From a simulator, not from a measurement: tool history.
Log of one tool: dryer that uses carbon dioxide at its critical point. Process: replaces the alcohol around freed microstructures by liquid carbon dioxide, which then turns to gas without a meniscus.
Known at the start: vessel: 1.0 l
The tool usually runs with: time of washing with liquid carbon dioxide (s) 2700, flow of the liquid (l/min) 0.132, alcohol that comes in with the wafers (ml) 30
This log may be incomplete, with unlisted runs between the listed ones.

| run | hour | time of washing with liquid carbon dioxide (s) | flow of the liquid (l/min) | alcohol that comes in with the wafers (ml) | alcohol left in the vessel before it's heated (ppm by volume) |
|---|---|---|---|---|---|
| 1 | 0 | 2700 | 0.132 | 30 | 432 |
| 2 | 40.7 | 2700 | 0.132 | 30 | 464 |
| 3 | 68.2 | 2700 | 0.132 | 30 | 453 |
| 4 | 96.6 | 2940 | 0.132 | 30 | 359 |
| 5 | 124.5 | 2940 | 0.132 | 30 | 361 |
| 6 | 164.7 | 2940 | 0.132 | 30 | 398 |
| 7 | 191.7 | 2940 | 0.132 | 30 | 413 |
|  | 222.9 | inlet filter changed |
| 8 | 223.9 | 2940 | 0.132 | 30 | 225 |
| 9 | 279.2 | 2700 | 0.082 | 30 | 1906 |
| 10 | 334.5 | 2700 | 0.082 | 30 | 2032 |
| 11 | 363.1 | 2700 | 0.132 | 30 | 414 |
| 12 | 419.1 | 2700 | 0.132 | 30 | 440 |
| 13 | 459.8 | 2700 | 0.132 | 30 | 483 |
| 14 | 497.5 | 2700 | 0.132 | 30 | 496 |
| 15 | 542.2 | 2700 | 0.132 | 70 | 1279 |
|  | 602.2 | inlet filter changed |
| 16 | 602.8 | 2700 | 0.132 | 70 | 748 |
| 17 | 648.6 | 2700 | 0.132 | 50 | 590 |
| 18 | 707.9 | 2700 | 0.132 | 50 | 630 |
| 19 | 739.2 | 2700 | 0.132 | 50 | 683 |
| 20 | 793.7 | 2700 | 0.132 | 50 | 754 |
| 21 | 842.6 | 2340 | 0.132 | 50 | 1359 |
| 22 | 905.2 | 2340 | 0.132 | 50 | 1507 |
| 23 | 945.3 | 2700 | 0.08 | 30 | 2768 |
|  | 983.9 | inlet filter changed |
| 24 | 1001.3 | 2700 | 0.166 | 88 | 312 |
| 25 | 1027.6 | 2700 | 0.166 | 88 | 327 |
| 26 | 1055.4 | 3240 | 0.088 | 58 | 1662 |
| 27 | 1087.7 | 3240 | 0.088 | 58 | 1770 |
| 28 | 1147 | 2340 | 0.188 | 58 | 309 |
| 29 | 1195.1 | 2940 | 0.188 | 58 | 110 |
| 30 | 1244.6 | 3720 | 0.179 | 30 | 50 |
| 31 | 1286.7 | 3060 | 0.179 | 30 | 92 |
| 32 | 1313 | 2700 | 0.22 | 30 | 64 |
| 33 | 1353.6 | 2700 | 0.185 | 50 | 226 |
|  | 1363.2 | inlet filter changed |
| 34 | 1395.6 | 2700 | 0.185 | 50 | 122 |
| 35 | 1428.6 | 2520 | 0.084 | 30 | 2221 |
| 36 | 1489.4 | 1920 | 0.167 | 30 | 642 |
| 37 | 1536.1 | 1920 | 0.208 | 56 | 467 |
| 38 | 1586.3 | 4320 | 0.208 | 52 | 41 |
| 39 | 1619.6 | 4320 | 0.208 | 52 | 39 |
| 40 | 1651.9 | 4320 | 0.208 | 57 | 32 |
| 41 | 1678.4 | 1920 | 0.1 | 42 | 4692 |
| 42 | 1722.1 | 3360 | 0.086 | 59 | 2445 |
|  | 1742.3 | inlet filter changed |
| 43 | 1750.9 | 3360 | 0.086 | 59 | 1611 |
| 44 | 1786.9 | 3360 | 0.086 | 59 | 1695 |
| 45 | 1849.9 | 3360 | 0.086 | 59 | 1801 |
| 46 | 1908.4 | 2700 | 0.202 | 30 | 72 |

Each row is a separate what-if for the run after 46, all from the same tool condition, not one after another. Results?
| A | 1962.4 | 2640 | 0.167 | 30 | ? |
| B | 1962.4 | 2700 | 0.129 | 30 | ? |
| C | 1962.4 | 2220 | 0.21 | 21 | ? |
| D | 1962.4 | 1620 | 0.098 | 46 | ? |

| run | alcohol left in the vessel before it's heated (ppm by volume) |
|---|---|
| A | 202 |
| B | 556 |
| C | 122 |
| D | 7161 |
Take away the tool's hidden state, keep each run's random variation, and the runs would have read:
| run | alcohol left in the vessel before it's heated (ppm by volume) |
|---|---|
| A | 100 |
| B | 359 |
| C | 50 |
| D | 6021 |

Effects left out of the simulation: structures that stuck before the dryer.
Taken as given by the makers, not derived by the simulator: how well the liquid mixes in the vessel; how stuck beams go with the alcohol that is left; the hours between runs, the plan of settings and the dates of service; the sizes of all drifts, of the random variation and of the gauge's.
